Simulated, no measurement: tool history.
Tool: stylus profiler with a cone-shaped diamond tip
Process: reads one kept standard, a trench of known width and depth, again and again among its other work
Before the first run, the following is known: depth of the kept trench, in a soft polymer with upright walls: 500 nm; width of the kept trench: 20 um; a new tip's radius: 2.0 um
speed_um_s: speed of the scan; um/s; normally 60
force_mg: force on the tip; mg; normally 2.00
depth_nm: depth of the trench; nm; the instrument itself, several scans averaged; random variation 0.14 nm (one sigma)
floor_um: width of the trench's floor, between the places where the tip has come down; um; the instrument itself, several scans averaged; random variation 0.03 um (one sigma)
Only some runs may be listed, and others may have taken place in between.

run,hour,speed_um_s,force_mg,depth_nm,floor_um
1,0.0,60,2.00,502.95,17.11
2,19.2,60,2.00,502.94,17.11
3,42.6,60,2.00,502.89,17.09
4,63.7,60,2.00,502.87,17.06
5,80.5,60,2.00,503.06,17.04
6,111.4,19,2.00,502.88,17.18
7,142.8,19,2.00,502.90,17.21
8,162.3,19,2.00,502.60,17.19
9,192.2,60,2.00,502.74,17.00
10,224.8,60,2.00,502.59,17.03
11,245.7,60,2.00,502.76,17.00
12,261.7,47,2.00,502.77,17.11
13,275.8,47,2.00,502.73,17.10
14,301.5,47,2.00,502.89,17.08
15,319.9,24,2.77,503.41,17.18
16,337.1,19,1.21,501.58,17.18
17,356.3,19,1.21,501.71,17.13
18,378.2,92,1.44,502.05,16.86
19,404.8,150,3.20,503.88,16.88
20,432.2,19,3.20,503.79,17.16
21,456.2,19,3.20,503.81,17.18
22,488.9,19,3.20,504.10,17.19
23,510.3,164,3.93,504.61,16.82
24,532.1,164,3.93,504.65,16.85
25,551.4,223,2.80,503.38,16.65
26,571.7,20,4.18,504.88,17.13
27,597.5,76,0.92,500.92,16.81

Run by run, hidden condition taken away, random variation retained:
Hidden state present: radius of the tip, um; height scale over the true one, %; drift of the gauge itself on depth_nm, %; drift of the gauge itself on floor_um, %.
run,depth_nm,floor_um
1,503.64,17.20
2,503.65,17.20
3,503.62,17.19
4,503.62,17.16
5,503.82,17.15
6,503.67,17.29
7,503.72,17.32
8,503.44,17.30
9,503.60,17.11
10,503.49,17.15
11,503.67,17.12
12,503.70,17.23
13,503.68,17.23
14,503.86,17.22
15,504.40,17.31
16,502.58,17.31
17,502.72,17.27
18,503.09,17.00
19,504.95,17.03
20,504.88,17.31
21,504.92,17.33
22,505.25,17.34
23,505.79,16.98
24,505.84,17.01
25,504.59,16.81
26,506.12,17.30
27,502.17,16.98
